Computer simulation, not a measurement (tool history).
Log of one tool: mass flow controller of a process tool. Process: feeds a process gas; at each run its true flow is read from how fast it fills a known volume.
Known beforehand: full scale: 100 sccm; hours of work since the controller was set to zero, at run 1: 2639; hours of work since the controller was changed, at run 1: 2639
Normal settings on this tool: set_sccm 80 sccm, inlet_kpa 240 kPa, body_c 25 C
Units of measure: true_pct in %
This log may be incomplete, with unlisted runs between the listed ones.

run,hour,set_sccm,inlet_kpa,body_c,hours of work since the controller was set to zero,hours of work since the controller was changed,true_pct
1,0,80,240,25,2639,2639,100.01
2,61.3,80,240,25,2672,2672,99.98
3,145.1,80,240,25,2718,2718,99.99
4,251.8,80,240,25,2777,2777,99.91
5,345.7,80,240,25,2829,2829,99.82
6,429,80,240,25,2875,2875,99.85
7,523.4,80,240,25,2927,2927,99.8
8,647.1,80,240,25,2995,2995,99.82
9,730.4,80,240,25,3040,3040,99.72
10,784.8,28,169,26,3070,3070,98.68
11,899.8,33,169,26,3134,3134,98.56
12,971.1,33,169,26,3173,3173,98.56
13,1074.1,40,156,22,3229,3229,98.5
14,1170.9,66,271,33,3283,3283,99.77
15,1278.5,15,201,33,3342,3342,98.62
16,1375.5,15,201,33,3395,3395,98.71

What if the next run were any one of these 5? Each begins from the tool's condition after run 16:
A,1493.7,95,141,27,3460,3460,?
B,1493.7,34,274,36,3460,3460,?
C,1493.7,13,172,25,3460,3460,?
D,1493.7,80,240,22,3460,3460,?
E,1493.7,80,215,29,3460,3460,?

run,true_pct
A,98.95
B,99.34
C,98.1
D,99.23
E,99.46
What these runs would have given with no unlogged condition in the tool:
run,true_pct
A,99.63
B,100.02
C,98.74
D,99.91
E,100.14
